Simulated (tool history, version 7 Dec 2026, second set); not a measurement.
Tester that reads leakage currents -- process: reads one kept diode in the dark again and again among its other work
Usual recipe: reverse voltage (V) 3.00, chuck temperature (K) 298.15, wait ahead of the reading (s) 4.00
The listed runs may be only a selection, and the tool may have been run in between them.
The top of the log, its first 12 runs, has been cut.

| run | hour | reverse voltage (V) | chuck temperature (K) | wait ahead of the reading (s) | current that the tester gives (pA) |
|---|---|---|---|---|---|
|  | 1706.2 | probe card cleaned and baked |
| 13 | 1810.1 | 3.00 | 307.15 | 4.00 | 61.66 |
| 14 | 2017.8 | 3.00 | 307.15 | 4.00 | 62.54 |
| 15 | 2151.1 | 3.00 | 307.15 | 4.00 | 63.04 |
| 16 | 2293.5 | 3.00 | 307.15 | 6.78 | 64.06 |
| 17 | 2378.3 | 3.00 | 307.15 | 6.78 | 64.20 |
| 18 | 2559.1 | 3.00 | 298.15 | 4.00 | 36.98 |
| 19 | 2712.3 | 3.00 | 298.15 | 4.00 | 37.00 |
| 20 | 2902.8 | 3.00 | 298.15 | 4.00 | 37.77 |
|  | 2924.2 | probe card cleaned and baked, once more |
|  | 2978.5 | chuck's temperature calibrated |
| 21 | 3050.5 | 3.00 | 299.15 | 4.00 | 29.11 |
| 22 | 3253.6 | 3.00 | 299.15 | 4.00 | 29.67 |
| 23 | 3447.0 | 3.00 | 298.15 | 7.54 | 28.07 |
| 24 | 3531.4 | 3.00 | 298.15 | 7.54 | 28.32 |
| 25 | 3657.9 | 3.63 | 330.15 | 4.97 | 269.19 |
| 26 | 3743.8 | 3.63 | 330.15 | 4.97 | 269.14 |
| 27 | 3904.9 | 3.08 | 303.15 | 5.62 | 42.55 |
| 28 | 4075.5 | 3.08 | 303.15 | 5.62 | 43.35 |
|  | 4228.6 | tester calibrated |
| 29 | 4278.3 | 3.08 | 303.15 | 5.62 | 45.17 |
| 30 | 4458.3 | 3.08 | 303.15 | 5.62 | 45.67 |
| 31 | 4572.4 | 3.08 | 303.15 | 5.62 | 46.35 |

For run 32, what comes out?
| 32 | 4692.8 | 3.08 | 303.15 | 5.62 | ? |

Run 32 produced current that the tester gives (pA) 46.54.
The same run, on a tool lacking any hidden state, would have yielded current that the tester gives (pA) 39.89.

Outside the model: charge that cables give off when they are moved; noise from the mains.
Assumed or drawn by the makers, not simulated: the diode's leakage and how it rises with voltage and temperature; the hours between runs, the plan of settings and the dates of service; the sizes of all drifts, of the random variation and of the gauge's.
